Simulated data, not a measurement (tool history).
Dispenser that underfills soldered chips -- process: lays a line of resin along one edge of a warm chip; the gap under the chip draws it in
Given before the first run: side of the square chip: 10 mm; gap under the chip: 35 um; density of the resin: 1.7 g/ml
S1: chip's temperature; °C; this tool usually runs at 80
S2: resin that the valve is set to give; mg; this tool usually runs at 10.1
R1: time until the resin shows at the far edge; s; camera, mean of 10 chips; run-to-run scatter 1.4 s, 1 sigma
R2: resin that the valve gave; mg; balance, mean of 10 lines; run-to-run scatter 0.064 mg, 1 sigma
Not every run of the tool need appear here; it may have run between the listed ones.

run   hour  S1    S2     R1     R2
  1      0  80  10.1  228.1   9.84
  2   15.2  80  10.1  249.6   9.82
  3   28.5  69  10.1  409.1   9.78
  4   42.9  80  10.9  144.5  10.62
  5   56.2  80  10.1  142.2   9.83
  6   69.3  94  10.1   79.3    9.8
  7   77.9  80  12.5  216.5  11.98
  8   92.6  80  12.5  228.7  12.04
  9  103.3  80  12.5  204.1  11.88
 10  120.1  80  12.5  242.2  12.42
 11  137.4  80   8.8  151.6   8.62
 12  154.1  80   8.8    188   8.74
 13  171.5  80   8.8  226.1    8.5
 14  181.1  80  10.1  182.8   9.89
 15  195.9  65  10.1  404.4   9.88
 16  207.9  80  10.1  189.9   9.81
 17  225.7  80  10.1  238.1   9.81
 18  243.3  80  10.1  154.6   9.78
 19  251.3  86   8.7  178.8   8.36
 20    259  86   8.7  139.7   8.28
 21  276.6  86   8.7  164.9    8.3
 22  291.2  91  11.1  141.6  10.55
 23  307.5  78  10.8  272.8  10.78
 24  319.6  69   9.6  408.5   9.58
 25  334.8  83  10.1  129.1   9.82
 26  343.6  80   9.6  224.8   9.51
 27  352.3  90     9  121.6    8.8
 28  369.5  66  10.7  429.3  10.42
 29  382.1  66  11.3  408.4  11.01
 30    399  72   9.9  393.2   9.59
 31  407.3  72   9.9  306.7   9.51
 32  418.4  72    13  266.7  12.64
 33  434.3  81  10.1  211.6   9.82
 34    448  81  10.1    217   9.75
 35  461.6  84  12.3  190.9  11.71

Not shown: 37 entries that the log had between the listed runs. Between which runs, and how does the tool's hidden state differ before and after?
Logged between run 1 and run 2: new syringe of resin (hour 3.8)
  resin's viscosity, % of fresh resin's: 161.7 -> 176.1; dose that the valve gives, % of what is set: 98.31 -> 97.93; true chip temperature over the reading, C: -1.05 -> -1.1
  difference, measured minus the result without the unlogged condition, R1: +93.4 -> +114.4 s; R2: -0.17 -> -0.21 mg
Logged between run 2 and run 3: new syringe of resin (hour 16.9)
  resin's viscosity, % of fresh resin's: 176.1 -> 179; dose that the valve gives, % of what is set: 97.93 -> 97.55; true chip temperature over the reading, C: -1.1 -> -1.14
  difference, measured minus the result without the unlogged condition, R1: +114.4 -> +192.8 s; R2: -0.21 -> -0.25 mg
Logged between run 3 and run 4: new syringe of resin (hour 29.9); new syringe of resin (hour 42.8)
  resin's viscosity, % of fresh resin's: 179 -> 101.7; dose that the valve gives, % of what is set: 97.55 -> 97.19; true chip temperature over the reading, C: -1.14 -> -1.18
  difference, measured minus the result without the unlogged condition, R1: +192.8 -> +9.7 s; R2: -0.25 -> -0.31 mg
Logged between run 4 and run 5: new syringe of resin (hour 56.2)
  dose that the valve gives, % of what is set: 97.19 -> 96.83; true chip temperature over the reading, C: -1.18 -> -1.22
  difference, measured minus the result without the unlogged condition, R1: +9.7 -> +10.1 s; R2: -0.31 -> -0.32 mg
Logged between run 5 and run 6: new syringe of resin (hour 69.3)
  resin's viscosity, % of fresh resin's: 101.7 -> 101.4; dose that the valve gives, % of what is set: 96.83 -> 96.46; true chip temperature over the reading, C: -1.22 -> -1.27
  difference, measured minus the result without the unlogged condition, R1: +10.1 -> +5.2 s; R2: -0.32 -> -0.36 mg
Logged between run 7 and run 8: new syringe of resin (hour 83.1)
  resin's viscosity, % of fresh resin's: 155.1 -> 162.4; dose that the valve gives, % of what is set: 96.21 -> 95.83; true chip temperature over the reading, C: -1.29 -> -1.34
  difference, measured minus the result without the unlogged condition, R1: +84.9 -> +95.9 s; R2: -0.48 -> -0.52 mg
Logged between run 8 and run 9: new syringe of resin (hour 95.7)
  resin's viscosity, % of fresh resin's: 162.4 -> 145.4; dose that the valve gives, % of what is set: 95.83 -> 95.53; true chip temperature over the reading, C: -1.34 -> -1.37
  difference, measured minus the result without the unlogged condition, R1: +95.9 -> +72 s; R2: -0.52 -> -0.56 mg
Logged between run 9 and run 10: new syringe of resin (hour 108.5); dispensing valve cleaned and set on the balance (hour 111.1)
  resin's viscosity, % of fresh resin's: 145.4 -> 168.6; dose that the valve gives, % of what is set: 95.53 -> 99.64; true chip temperature over the reading, C: -1.37 -> -1.42
  difference, measured minus the result without the unlogged condition, R1: +72 -> +107.1 s; R2: -0.56 -> -0.04 mg
Logged between run 10 and run 11: new syringe of resin (hour 123); new syringe of resin (hour 136.3)
  resin's viscosity, % of fresh resin's: 168.6 -> 105.3; dose that the valve gives, % of what is set: 99.64 -> 99.16; true chip temperature over the reading, C: -1.42 -> -1.47
  difference, measured minus the result without the unlogged condition, R1: +107.1 -> +16.7 s; R2: -0.04 -> -0.07 mg
Logged between run 11 and run 12: new syringe of resin (hour 149.1)
  resin's viscosity, % of fresh resin's: 105.3 -> 128.8; dose that the valve gives, % of what is set: 99.16 -> 98.71; true chip temperature over the reading, C: -1.47 -> -1.52
  difference, measured minus the result without the unlogged condition, R1: +16.7 -> +51.8 s; R2: -0.07 -> -0.11 mg
Logged between run 12 and run 13: new syringe of resin (hour 162.6)
  resin's viscosity, % of fresh resin's: 128.8 -> 155.2; dose that the valve gives, % of what is set: 98.71 -> 98.22; true chip temperature over the reading, C: -1.52 -> -1.58
  difference, measured minus the result without the unlogged condition, R1: +51.8 -> +90.5 s; R2: -0.11 -> -0.15 mg
Logged between run 13 and run 14: new syringe of resin (hour 175.7)
  resin's viscosity, % of fresh resin's: 155.2 -> 129.7; dose that the valve gives, % of what is set: 98.22 -> 97.94; true chip temperature over the reading, C: -1.58 -> -1.61
  difference, measured minus the result without the unlogged condition, R1: +90.5 -> +51.5 s; R2: -0.15 -> -0.21 mg
Logged between run 14 and run 15: new syringe of resin (hour 189.3)
  resin's viscosity, % of fresh resin's: 129.7 -> 140.8; dose that the valve gives, % of what is set: 97.94 -> 97.55; true chip temperature over the reading, C: -1.61 -> -1.66
  difference, measured minus the result without the unlogged condition, R1: +51.5 -> +139.2 s; R2: -0.21 -> -0.24 mg
Logged between run 15 and run 16: new syringe of resin (hour 202.7)
  resin's viscosity, % of fresh resin's: 140.8 -> 131.1; dose that the valve gives, % of what is set: 97.55 -> 97.27; true chip temperature over the reading, C: -1.66 -> -1.69
  difference, measured minus the result without the unlogged condition, R1: +139.2 -> +55.7 s; R2: -0.24 -> -0.27 mg
Logged between run 16 and run 17: new syringe of resin (hour 215.5)
  resin's viscosity, % of fresh resin's: 131.1 -> 164.5; dose that the valve gives, % of what is set: 97.27 -> 96.77; true chip temperature over the reading, C: -1.69 -> -1.75
  difference, measured minus the result without the unlogged condition, R1: +55.7 -> +104.3 s; R2: -0.27 -> -0.33 mg
Logged between run 17 and run 18: new syringe of resin (hour 228.5); new syringe of resin (hour 242.3)
  resin's viscosity, % of fresh resin's: 164.5 -> 105.6; dose that the valve gives, % of what is set: 96.77 -> 96.3; true chip temperature over the reading, C: -1.75 -> -1.8
  difference, measured minus the result without the unlogged condition, R1: +104.3 -> +19.7 s; R2: -0.33 -> -0.38 mg
Logged between run 19 and run 20: new syringe of resin (hour 255.4)
  resin's viscosity, % of fresh resin's: 156.4 -> 120.2; dose that the valve gives, % of what is set: 96.11 -> 95.93; true chip temperature over the reading, C: -1.83 -> -1.85
  difference, measured minus the result without the unlogged condition, R1: +73.8 -> +33 s; R2: -0.33 -> -0.35 mg
Logged between run 20 and run 21: new syringe of resin (hour 269.3)
  resin's viscosity, % of fresh resin's: 120.2 -> 143.1; dose that the valve gives, % of what is set: 95.93 -> 95.48; true chip temperature over the reading, C: -1.85 -> -1.9
  difference, measured minus the result without the unlogged condition, R1: +33 -> +59.7 s; R2: -0.35 -> -0.4 mg
Logged between run 21 and run 22: new syringe of resin (hour 282.5)
  resin's viscosity, % of fresh resin's: 143.1 -> 155.3; dose that the valve gives, % of what is set: 95.48 -> 95.07; true chip temperature over the reading, C: -1.9 -> -1.95
  difference, measured minus the result without the unlogged condition, R1: +59.7 -> +57.3 s; R2: -0.4 -> -0.55 mg
Logged between run 22 and run 23: dispensing valve cleaned and set on the balance (hour 294.8); new syringe of resin (hour 296.3)
  resin's viscosity, % of fresh resin's: 155.3 -> 171.9; dose that the valve gives, % of what is set: 95.07 -> 99.59; true chip temperature over the reading, C: -1.95 -> -2
  difference, measured minus the result without the unlogged condition, R1: +57.3 -> +127.1 s; R2: -0.55 -> -0.05 mg
Logged between run 23 and run 24: new syringe of resin (hour 309)
  resin's viscosity, % of fresh resin's: 171.9 -> 166.7; dose that the valve gives, % of what is set: 99.59 -> 99.25; true chip temperature over the reading, C: -2 -> -2.04
  difference, measured minus the result without the unlogged condition, R1: +127.1 -> +185.6 s; R2: -0.05 -> -0.07 mg
Logged between run 24 and run 25: new syringe of resin (hour 322); new syringe of resin (hour 334.8)
  resin's viscosity, % of fresh resin's: 166.7 -> 100.4; dose that the valve gives, % of what is set: 99.25 -> 98.87; true chip temperature over the reading, C: -2.04 -> -2.09
  difference, measured minus the result without the unlogged condition, R1: +185.6 -> +11.5 s; R2: -0.07 -> -0.12 mg
Logged between run 26 and run 27: new syringe of resin (hour 347.9)
  resin's viscosity, % of fresh resin's: 154.5 -> 123.8; dose that the valve gives, % of what is set: 98.64 -> 98.41; true chip temperature over the reading, C: -2.11 -> -2.14
  difference, measured minus the result without the unlogged condition, R1: +92.2 -> +31.9 s; R2: -0.13 -> -0.15 mg
Logged between run 27 and run 28: new syringe of resin (hour 360.6)
  resin's viscosity, % of fresh resin's: 123.8 -> 156; dose that the valve gives, % of what is set: 98.41 -> 97.95; true chip temperature over the reading, C: -2.14 -> -2.19
  difference, measured minus the result without the unlogged condition, R1: +31.9 -> +181 s; R2: -0.15 -> -0.22 mg
Logged between run 28 and run 29: new syringe of resin (hour 374)
  resin's viscosity, % of fresh resin's: 156 -> 146.8; dose that the valve gives, % of what is set: 97.95 -> 97.63; true chip temperature over the reading, C: -2.19 -> -2.23
  difference, measured minus the result without the unlogged condition, R1: +181 -> +158.3 s; R2: -0.22 -> -0.27 mg
Logged between run 29 and run 30: new syringe of resin (hour 386.8)
  resin's viscosity, % of fresh resin's: 146.8 -> 184.4; dose that the valve gives, % of what is set: 97.63 -> 97.17; true chip temperature over the reading, C: -2.23 -> -2.28
  difference, measured minus the result without the unlogged condition, R1: +158.3 -> +201.3 s; R2: -0.27 -> -0.28 mg
Logged between run 30 and run 31: new syringe of resin (hour 400.1)
  resin's viscosity, % of fresh resin's: 184.4 -> 144.6; dose that the valve gives, % of what is set: 97.17 -> 96.95; true chip temperature over the reading, C: -2.28 -> -2.31
  difference, measured minus the result without the unlogged condition, R1: +201.3 -> +116.4 s; R2: -0.28 -> -0.31 mg
Logged between run 31 and run 32: new syringe of resin (hour 413.4)
  resin's viscosity, % of fresh resin's: 144.6 -> 124.5; dose that the valve gives, % of what is set: 96.95 -> 96.64; true chip temperature over the reading, C: -2.31 -> -2.34
  difference, measured minus the result without the unlogged condition, R1: +116.4 -> +74.3 s; R2: -0.31 -> -0.44 mg
Logged between run 32 and run 33: new syringe of resin (hour 426.5)
  resin's viscosity, % of fresh resin's: 124.5 -> 147.6; dose that the valve gives, % of what is set: 96.64 -> 96.2; true chip temperature over the reading, C: -2.34 -> -2.39
  difference, measured minus the result without the unlogged condition, R1: +74.3 -> +82.8 s; R2: -0.44 -> -0.39 mg
Logged between run 33 and run 34: new syringe of resin (hour 439.9)
  resin's viscosity, % of fresh resin's: 147.6 -> 151.1; dose that the valve gives, % of what is set: 96.2 -> 95.81; true chip temperature over the reading, C: -2.39 -> -2.43
  difference, measured minus the result without the unlogged condition, R1: +82.8 -> +87.9 s; R2: -0.39 -> -0.43 mg
Logged between run 34 and run 35: new syringe of resin (hour 452.7)
  resin's viscosity, % of fresh resin's: 151.1 -> 153; dose that the valve gives, % of what is set: 95.81 -> 95.47; true chip temperature over the reading, C: -2.43 -> -2.48
  difference, measured minus the result without the unlogged condition, R1: +87.9 -> +78.8 s; R2: -0.43 -> -0.56 mg
